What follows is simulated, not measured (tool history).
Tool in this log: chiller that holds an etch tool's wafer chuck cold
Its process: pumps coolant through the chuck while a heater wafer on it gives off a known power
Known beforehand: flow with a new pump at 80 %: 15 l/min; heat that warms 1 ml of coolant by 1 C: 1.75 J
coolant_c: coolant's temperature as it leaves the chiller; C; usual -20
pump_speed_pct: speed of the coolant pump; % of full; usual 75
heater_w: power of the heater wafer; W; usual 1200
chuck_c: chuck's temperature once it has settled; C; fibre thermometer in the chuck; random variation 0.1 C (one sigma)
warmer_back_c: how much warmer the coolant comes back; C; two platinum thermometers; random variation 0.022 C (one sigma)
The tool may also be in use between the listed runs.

| run | hour | coolant_c | pump_speed_pct | heater_w | chuck_c | warmer_back_c |
|---|---|---|---|---|---|---|
| 1 | 0 | -20 | 75 | 1200 | -9.7 | 3 |
| 2 | 46.7 | -20 | 75 | 1200 | -9.6 | 2.99 |
| 3 | 75.4 | -20 | 75 | 1200 | -9.7 | 3.03 |
| 4 | 101 | -30 | 75 | 1200 | -19.5 | 3.01 |
| 5 | 149.7 | -30 | 75 | 1200 | -19.6 | 3.03 |
| 6 | 184.7 | -21 | 75 | 1200 | -10.7 | 3.05 |
| 7 | 238.7 | -20 | 75 | 1611 | -5.7 | 4.01 |
| 8 | 285 | -20 | 75 | 1611 | -5.7 | 4.03 |
| 9 | 314.9 | -20 | 71 | 1611 | -5.3 | 4.31 |
| 10 | 350.6 | -20 | 71 | 1611 | -5.3 | 4.31 |
| 11 | 383.6 | -20 | 71 | 1611 | -5.1 | 4.29 |
| 12 | 430.3 | -21 | 68 | 1611 | -5.8 | 4.55 |
| 13 | 466.1 | -20 | 73 | 1200 | -9.2 | 3.12 |
| 14 | 529.9 | -20 | 73 | 1200 | -9.3 | 3.05 |
| 15 | 558.9 | -24 | 76 | 1200 | -13.6 | 2.94 |
| 16 | 596.4 | -20 | 67 | 1200 | -8.6 | 3.36 |
| 17 | 622 | -20 | 67 | 1200 | -8.6 | 3.38 |
| 18 | 669.3 | -27 | 65 | 1200 | -15.4 | 3.47 |
| 19 | 707.7 | -28 | 95 | 1597 | -16 | 3.03 |
| 20 | 763.4 | -16 | 95 | 680 | -11.1 | 1.27 |
| 21 | 802.6 | -16 | 95 | 680 | -11.3 | 1.31 |
| 22 | 845.2 | -16 | 95 | 680 | -11.1 | 1.28 |

Taken out of this log: 2 entries between the listed runs. Where each belongs, and how the hidden state differs across it:
From run 10 to run 11: coolant pump overhauled (hour 359.4)
  heat passed by the chuck's channels, % of clean ones': 96.6 -> 96.5; flow at a given pump speed, % of a new pump's: 97.6 -> 96.9
  what was measured, less what the result would be without the hidden state, chuck_c: +0.4 -> +0.5 C; warmer_back_c: +0.1 -> +0.13 C
From run 13 to run 14: coolant pump overhauled, once more (hour 490.4)
  heat passed by the chuck's channels, % of clean ones': 96.4 -> 96.2; flow at a given pump speed, % of a new pump's: 96.8 -> 99.4; coolant's true temperature over the reading, C: -0.23 -> -0.24
  what was measured, less what the result would be without the hidden state, chuck_c: +0.3 -> +0.1 C; warmer_back_c: +0.1 -> +0.02 C
